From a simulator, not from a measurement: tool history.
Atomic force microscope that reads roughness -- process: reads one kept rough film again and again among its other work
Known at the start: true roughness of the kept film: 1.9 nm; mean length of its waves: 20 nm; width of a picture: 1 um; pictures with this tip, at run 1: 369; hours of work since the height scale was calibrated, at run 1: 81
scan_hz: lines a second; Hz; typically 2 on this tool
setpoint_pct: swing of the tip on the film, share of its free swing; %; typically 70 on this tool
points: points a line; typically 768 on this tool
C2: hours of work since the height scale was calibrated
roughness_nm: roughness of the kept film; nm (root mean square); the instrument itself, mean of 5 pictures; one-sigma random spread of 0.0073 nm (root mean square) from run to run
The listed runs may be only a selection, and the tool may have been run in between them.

Run 1, day 0: usual settings; pictures with this tip 369; C2 81. Result: roughness_nm 1.246 nm (root mean square).
At day 0.538: new tip fitted.
Run 2, day 0.562: usual settings; pictures with this tip 1; C2 90. Result: roughness_nm 1.537 nm (root mean square).
Run 3, day 1.167: usual settings; pictures with this tip 16; C2 100. Result: roughness_nm 1.519 nm (root mean square).
Run 4, day 1.754: usual settings; pictures with this tip 32; C2 110. Result: roughness_nm 1.511 nm (root mean square).
Run 5, day 2.271: usual settings but setpoint_pct 63 %; pictures with this tip 46; C2 119. Result: roughness_nm 1.561 nm (root mean square).
Run 6, day 2.879: usual settings but setpoint_pct 63 %; pictures with this tip 61; C2 129. Result: roughness_nm 1.547 nm (root mean square).
Run 7, day 3.188: usual settings but scan_hz 2.23 Hz; pictures with this tip 70; C2 134. Result: roughness_nm 1.459 nm (root mean square).
Run 8, day 3.558: usual settings but scan_hz 2.23 Hz; pictures with this tip 79; C2 140. Result: roughness_nm 1.448 nm (root mean square).
Run 9, day 4.188: usual settings; pictures with this tip 96; C2 151. Result: roughness_nm 1.446 nm (root mean square).
Run 10, day 4.85: usual settings; pictures with this tip 113; C2 162. Result: roughness_nm 1.436 nm (root mean square).
Run 11, day 5.212: usual settings; pictures with this tip 123; C2 168. Result: roughness_nm 1.432 nm (root mean square).
Run 12, day 5.758: usual settings; pictures with this tip 137; C2 177. Result: roughness_nm 1.42 nm (root mean square).
Run 13, day 6.092: usual settings; pictures with this tip 146; C2 182. Result: roughness_nm 1.419 nm (root mean square).
Run 14, day 6.7: usual settings; pictures with this tip 162; C2 193. Result: roughness_nm 1.404 nm (root mean square).
Run 15, day 7.042: usual settings; pictures with this tip 171; C2 198. Result: roughness_nm 1.404 nm (root mean square).
Run 16, day 7.483: usual settings but setpoint_pct 71 %; pictures with this tip 182; C2 206. Result: roughness_nm 1.371 nm (root mean square).
Run 17, day 7.842: usual settings but setpoint_pct 71 %; pictures with this tip 192; C2 212. Result: roughness_nm 1.371 nm (root mean square).
Run 18, day 8.492: usual settings but setpoint_pct 71 %; pictures with this tip 209; C2 223. Result: roughness_nm 1.368 nm (root mean square).
Run 19, day 9.092: usual settings but setpoint_pct 71 %; pictures with this tip 224; C2 233. Result: roughness_nm 1.341 nm (root mean square).
Run 20, day 9.483: usual settings but setpoint_pct 71 %; pictures with this tip 235; C2 239. Result: roughness_nm 1.342 nm (root mean square).
Run 21, day 9.975: usual settings but scan_hz 0.84 Hz; pictures with this tip 248; C2 247. Result: roughness_nm 1.438 nm (root mean square).
Run 22, day 10.304: usual settings but scan_hz 1.13 Hz, setpoint_pct 73 %, points 262; pictures with this tip 256; C2 253. Result: roughness_nm 1.341 nm (root mean square).
Run 23, day 10.646: usual settings but scan_hz 1.59 Hz, setpoint_pct 74 %, points 988; pictures with this tip 265; C2 259. Result: roughness_nm 1.336 nm (root mean square).
At day 10.742: height scale calibrated on a step standard.
Run 24, day 11.283: usual settings but scan_hz 0.58 Hz, setpoint_pct 88 %, points 745; pictures with this tip 281; C2 9. Result: roughness_nm 1.368 nm (root mean square).
At day 11.742: height scale calibrated on a step standard, once more.
Run 25, day 11.992: usual settings but points 276; pictures with this tip 298; C2 4. Result: roughness_nm 1.265 nm (root mean square).
Run 26, day 12.296: usual settings but scan_hz 1.48 Hz; pictures with this tip 306; C2 9. Result: roughness_nm 1.336 nm (root mean square).
Run 27, day 12.738: usual settings but scan_hz 1.48 Hz; pictures with this tip 318; C2 17. Result: roughness_nm 1.342 nm (root mean square).
Run 28, day 13.233: usual settings but scan_hz 2.16 Hz, setpoint_pct 76 %; pictures with this tip 331; C2 25. Result: roughness_nm 1.223 nm (root mean square).
Run 29, day 13.554: usual settings but scan_hz 3.98 Hz, setpoint_pct 64 %; pictures with this tip 339; C2 30. Result: roughness_nm 1.221 nm (root mean square).
Run 30, day 13.929: usual settings but scan_hz 1.27 Hz, setpoint_pct 77 %, points 445; pictures with this tip 349; C2 37. Result: roughness_nm 1.271 nm (root mean square).
Run 31, day 14.275: usual settings but scan_hz 1.27 Hz, setpoint_pct 77 %, points 445; pictures with this tip 358; C2 42. Result: roughness_nm 1.265 nm (root mean square).
Run 32, day 14.933: usual settings but scan_hz 1.27 Hz, setpoint_pct 77 %, points 468; pictures with this tip 375; C2 53. Result: roughness_nm 1.252 nm (root mean square).
At day 15.254: new tip fitted.
Run 33, day 15.417: usual settings but scan_hz 0.67 Hz, setpoint_pct 84 %, points 468; pictures with this tip 5; C2 61. Result: roughness_nm 1.571 nm (root mean square).
Run 34, day 15.729: usual settings but scan_hz 0.67 Hz, setpoint_pct 84 %, points 468; pictures with this tip 13; C2 66. Result: roughness_nm 1.57 nm (root mean square).
Run 35, day 16.179: usual settings but scan_hz 2.02 Hz, setpoint_pct 73 %, points 370; pictures with this tip 25; C2 74. Result: roughness_nm 1.466 nm (root mean square).
Run 36, day 16.8: usual settings but scan_hz 2.02 Hz, setpoint_pct 56 %, points 678; pictures with this tip 41; C2 84. Result: roughness_nm 1.592 nm (root mean square).
Run 37, day 17.283: usual settings but scan_hz 2.02 Hz, setpoint_pct 56 %, points 678; pictures with this tip 53; C2 92. Result: roughness_nm 1.588 nm (root mean square).
Run 38, day 17.692: usual settings but scan_hz 2.02 Hz, setpoint_pct 56 %, points 678; pictures with this tip 64; C2 99. Result: roughness_nm 1.573 nm (root mean square).
Run 39, day 18.062: usual settings but scan_hz 2.94 Hz, setpoint_pct 81 %, points 328; pictures with this tip 74; C2 105. Result: roughness_nm 1.206 nm (root mean square).
Run 40, day 18.55: usual settings but scan_hz 0.52 Hz, points 732; pictures with this tip 87; C2 114. Result: roughness_nm 1.592 nm (root mean square).
Run 41, day 19.104: usual settings but scan_hz 0.52 Hz, points 732; pictures with this tip 101; C2 123. Result: roughness_nm 1.584 nm (root mean square).
Run 42, day 19.758: usual settings but setpoint_pct 87 %, points 613; pictures with this tip 118; C2 134. Result: roughness_nm 1.235 nm (root mean square).

4 options for the next run, each taken on its own from the tool as it stands now. Forecast them:
Run A, day 20.162: usual settings but setpoint_pct 86 %, points 385; pictures with this tip 129; C2 141. Result: roughness_nm ?.
Run B, day 20.162: usual settings but setpoint_pct 88 %, points 585; pictures with this tip 129; C2 141. Result: roughness_nm ?.
Run C, day 20.162: usual settings but scan_hz 1.52 Hz, setpoint_pct 80 %, points 613; pictures with this tip 129; C2 141. Result: roughness_nm ?.
Run D, day 20.162: usual settings but scan_hz 1 Hz, setpoint_pct 75 %, points 564; pictures with this tip 129; C2 141. Result: roughness_nm ?.

run  roughness_nm
  A         1.231
  B          1.22
  C         1.375
  D         1.475
The same runs, with their run-to-run variation unchanged, on a tool lacking any hidden condition would have given:
run  roughness_nm
  A         1.327
  B         1.316
  C         1.484
  D         1.591
